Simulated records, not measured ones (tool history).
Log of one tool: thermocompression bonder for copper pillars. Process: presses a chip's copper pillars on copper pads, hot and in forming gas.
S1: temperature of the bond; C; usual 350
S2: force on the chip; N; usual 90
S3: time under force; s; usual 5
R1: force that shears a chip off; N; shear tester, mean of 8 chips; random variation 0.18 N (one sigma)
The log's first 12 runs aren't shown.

Run 13, hour 360.3: usual settings but S3 9 s. Result: R1 67.3 N.
Run 14, hour 394.1: usual settings but S1 357 C. Result: R1 62.5 N.
Run 15, hour 422.4: usual settings but S1 357 C. Result: R1 62.6 N.
Run 16, hour 455.7: usual settings but S3 11 s. Result: R1 69 N.
Run 17, hour 494.4: usual settings but S3 11 s. Result: R1 68.7 N.
Run 18, hour 520.7: usual settings but S2 59 N, S3 11 s. Result: R1 61.1 N.
Run 19, hour 542.8: usual settings but S2 59 N, S3 11 s. Result: R1 61.5 N.
Run 20, hour 574.5: usual settings but S2 59 N, S3 11 s. Result: R1 61.1 N.
Run 21, hour 613.5: usual settings but S1 360 C. Result: R1 62.7 N.
Run 22, hour 641.5: usual settings but S1 360 C. Result: R1 63.2 N.
Run 23, hour 665.7: usual settings but S1 331 C, S2 128 N, S3 7 s. Result: R1 62.2 N.
Run 24, hour 692.4: usual settings but S2 73 N. Result: R1 54.7 N.
Run 25, hour 720.5: usual settings but S1 370 C, S2 60 N. Result: R1 58.8 N.
Run 26, hour 740.4: usual settings but S1 370 C, S2 60 N. Result: R1 59.1 N.
Run 27, hour 765.6: usual settings but S1 370 C, S2 60 N. Result: R1 58.8 N.
Run 28, hour 809.9: usual settings but S1 370 C, S2 60 N. Result: R1 59.1 N.
Run 29, hour 853.8: usual settings but S2 69 N. Result: R1 53.5 N.
Run 30, hour 887.4: usual settings but S1 361 C, S2 119 N. Result: R1 67.4 N.
Run 31, hour 927.3: usual settings but S1 336 C, S2 62 N, S3 10 s. Result: R1 54.7 N.
Run 32, hour 964.7: usual settings but S1 372 C, S2 91 N, S3 13 s. Result: R1 72.7 N.
Run 33, hour 1003.4: usual settings but S2 84 N, S3 6 s. Result: R1 58.9 N.
At hour 1033.4: forming gas filter changed.
Run 34, hour 1041.3: usual settings but S1 339 C, S2 72 N, S3 3 s. Result: R1 46.3 N.
Run 35, hour 1066.6: usual settings but S1 365 C, S2 64 N, S3 7 s. Result: R1 67.1 N.
Run 36, hour 1111.1: usual settings but S1 365 C, S2 64 N, S3 7 s. Result: R1 67.2 N.

Forecast each of these 3 alternatives for the next run:
Run A, hour 1132.5: usual settings but S1 365 C, S2 69 N. Result: R1 ?.
Run B, hour 1132.5: usual settings but S1 374 C, S2 64 N. Result: R1 ?.
Run C, hour 1132.5: usual settings but S1 365 C, S2 113 N, S3 7 s. Result: R1 ?.

run    R1
  A  64.6
  B  66.4
  C  75.1
Without the tool's hidden state the same runs would have given:
run    R1
  A  60.5
  B  62.6
  C  72.9
